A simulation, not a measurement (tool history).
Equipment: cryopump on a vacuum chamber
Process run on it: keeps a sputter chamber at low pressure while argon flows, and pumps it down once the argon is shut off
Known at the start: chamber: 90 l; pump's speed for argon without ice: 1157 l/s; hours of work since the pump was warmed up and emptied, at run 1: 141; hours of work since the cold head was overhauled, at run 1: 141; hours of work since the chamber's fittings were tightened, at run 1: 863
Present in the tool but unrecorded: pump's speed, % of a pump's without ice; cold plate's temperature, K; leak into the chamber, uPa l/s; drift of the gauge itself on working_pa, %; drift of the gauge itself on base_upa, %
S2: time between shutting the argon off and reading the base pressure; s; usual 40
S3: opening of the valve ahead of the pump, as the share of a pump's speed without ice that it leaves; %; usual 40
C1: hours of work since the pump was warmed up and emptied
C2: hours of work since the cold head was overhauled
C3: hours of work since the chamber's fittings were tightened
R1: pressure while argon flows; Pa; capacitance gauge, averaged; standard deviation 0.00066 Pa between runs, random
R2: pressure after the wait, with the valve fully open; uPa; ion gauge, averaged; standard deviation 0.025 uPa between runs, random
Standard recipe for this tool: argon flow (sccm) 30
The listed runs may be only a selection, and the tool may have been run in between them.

{"run": 1, "hour": 0.0, "argon flow (sccm)": 30, "S2": 40, "S3": 40, "C1": 141, "C2": 141, "C3": 863, "R1": 0.1114, "R2": 2.39}
{"run": 2, "hour": 11.8, "argon flow (sccm)": 30, "S2": 40, "S3": 40, "C1": 149, "C2": 149, "C3": 870, "R1": 0.1124, "R2": 2.46}
{"run": 3, "hour": 18.4, "argon flow (sccm)": 30, "S2": 40, "S3": 40, "C1": 153, "C2": 153, "C3": 874, "R1": 0.1128, "R2": 2.47}
{"run": 4, "hour": 25.7, "argon flow (sccm)": 30, "S2": 40, "S3": 40, "C1": 157, "C2": 157, "C3": 879, "R1": 0.1119, "R2": 2.51}
{"run": 5, "hour": 32.8, "argon flow (sccm)": 30, "S2": 40, "S3": 40, "C1": 162, "C2": 162, "C3": 883, "R1": 0.1114, "R2": 2.48}
{"run": 6, "hour": 39.8, "argon flow (sccm)": 30, "S2": 40, "S3": 40, "C1": 166, "C2": 166, "C3": 887, "R1": 0.1131, "R2": 2.49}
{"run": 7, "hour": 48.0, "argon flow (sccm)": 30, "S2": 40, "S3": 40, "C1": 171, "C2": 171, "C3": 893, "R1": 0.1123, "R2": 2.5}
{"run": 8, "hour": 56.2, "argon flow (sccm)": 30, "S2": 40, "S3": 25, "C1": 176, "C2": 176, "C3": 898, "R1": 0.1775, "R2": 2.57}
{"run": 9, "hour": 63.5, "argon flow (sccm)": 30, "S2": 65, "S3": 40, "C1": 181, "C2": 181, "C3": 902, "R1": 0.1131, "R2": 2.24}
{"run": 10, "hour": 73.2, "argon flow (sccm)": 26, "S2": 40, "S3": 40, "C1": 187, "C2": 187, "C3": 908, "R1": 0.0973, "R2": 2.55}
{"run": 11, "hour": 88.3, "argon flow (sccm)": 26, "S2": 40, "S3": 40, "C1": 196, "C2": 196, "C3": 917, "R1": 0.0969, "R2": 2.55}
{"run": 12, "hour": 103.7, "argon flow (sccm)": 30, "S2": 40, "S3": 40, "C1": 206, "C2": 206, "C3": 927, "R1": 0.1126, "R2": 2.66}
{"run": 13, "hour": 110.6, "argon flow (sccm)": 30, "S2": 40, "S3": 40, "C1": 210, "C2": 210, "C3": 931, "R1": 0.1142, "R2": 2.6}
{"run": 14, "hour": 120.3, "argon flow (sccm)": 30, "S2": 40, "S3": 40, "C1": 216, "C2": 216, "C3": 937, "R1": 0.1137, "R2": 2.66}
{"run": 15, "hour": 132.4, "argon flow (sccm)": 30, "S2": 40, "S3": 40, "C1": 223, "C2": 223, "C3": 945, "R1": 0.113, "R2": 2.62}
{"run": 16, "hour": 138.9, "argon flow (sccm)": 30, "S2": 40, "S3": 40, "C1": 227, "C2": 227, "C3": 949, "R1": 0.1137, "R2": 2.62}
{"run": 17, "hour": 146.5, "argon flow (sccm)": 50, "S2": 36, "S3": 40, "C1": 232, "C2": 232, "C3": 954, "R1": 0.1882, "R2": 2.78}
{"run": 18, "hour": 157.7, "argon flow (sccm)": 50, "S2": 36, "S3": 40, "C1": 239, "C2": 239, "C3": 961, "R1": 0.1896, "R2": 2.83}
{"run": 19, "hour": 169.5, "argon flow (sccm)": 50, "S2": 36, "S3": 40, "C1": 246, "C2": 246, "C3": 968, "R1": 0.1905, "R2": 2.73}
{"run": 20, "hour": 183.9, "argon flow (sccm)": 50, "S2": 291, "S3": 21, "C1": 255, "C2": 255, "C3": 977, "R1": 0.3538, "R2": 2.13}
{"run": 21, "hour": 193.9, "argon flow (sccm)": 50, "S2": 291, "S3": 21, "C1": 261, "C2": 261, "C3": 983, "R1": 0.3573, "R2": 2.14}
{"run": 22, "hour": 203.2, "argon flow (sccm)": 50, "S2": 291, "S3": 21, "C1": 267, "C2": 267, "C3": 989, "R1": 0.3539, "R2": 2.15}
{"run": 23, "hour": 216.1, "argon flow (sccm)": 12, "S2": 290, "S3": 41, "C1": 275, "C2": 275, "C3": 997, "R1": 0.044, "R2": 2.18}
{"run": 24, "hour": 225.5, "argon flow (sccm)": 21, "S2": 96, "S3": 27, "C1": 281, "C2": 281, "C3": 1003, "R1": 0.1173, "R2": 2.41}
{"run": 25, "hour": 235.4, "argon flow (sccm)": 21, "S2": 96, "S3": 39, "C1": 287, "C2": 287, "C3": 1009, "R1": 0.0833, "R2": 2.42}
{"run": 26, "hour": 244.3, "argon flow (sccm)": 23, "S2": 74, "S3": 21, "C1": 293, "C2": 293, "C3": 1014, "R1": 0.1635, "R2": 2.46}
{"run": 27, "hour": 252.0, "argon flow (sccm)": 23, "S2": 74, "S3": 21, "C1": 297, "C2": 297, "C3": 1019, "R1": 0.1648, "R2": 2.44}
{"run": 28, "hour": 264.8, "argon flow (sccm)": 23, "S2": 74, "S3": 21, "C1": 305, "C2": 305, "C3": 1027, "R1": 0.164, "R2": 2.52}
{"run": 29, "hour": 271.6, "argon flow (sccm)": 30, "S2": 137, "S3": 40, "C1": 310, "C2": 310, "C3": 1031, "R1": 0.1151, "R2": 2.34}
{"run": 30, "hour": 283.5, "argon flow (sccm)": 30, "S2": 137, "S3": 26, "C1": 317, "C2": 317, "C3": 1038, "R1": 0.1748, "R2": 2.44}
{"run": 31, "hour": 289.7, "argon flow (sccm)": 30, "S2": 137, "S3": 26, "C1": 321, "C2": 321, "C3": 1042, "R1": 0.1746, "R2": 2.48}

Below are 3 alternative next runs, each starting from the tool's condition after run 31. Predict each:
{"run": "A", "hour": 299.0, "argon flow (sccm)": 55, "S2": 248, "S3": 37, "C1": 327, "C2": 327, "C3": 1048, "R1": "?", "R2": "?"}
{"run": "B", "hour": 299.0, "argon flow (sccm)": 29, "S2": 117, "S3": 26, "C1": 327, "C2": 327, "C3": 1048, "R1": "?", "R2": "?"}
{"run": "C", "hour": 299.0, "argon flow (sccm)": 30, "S2": 213, "S3": 22, "C1": 327, "C2": 327, "C3": 1048, "R1": "?", "R2": "?"}

run=A R1=0.2275 R2=2.29
run=B R1=0.1687 R2=2.43
run=C R1=0.2034 R2=2.33
What these runs would have given with no unlogged condition in the tool:
run=A R1=0.2164 R2=0.38
run=B R1=0.1628 R2=0.49
run=C R1=0.1974 R2=0.39

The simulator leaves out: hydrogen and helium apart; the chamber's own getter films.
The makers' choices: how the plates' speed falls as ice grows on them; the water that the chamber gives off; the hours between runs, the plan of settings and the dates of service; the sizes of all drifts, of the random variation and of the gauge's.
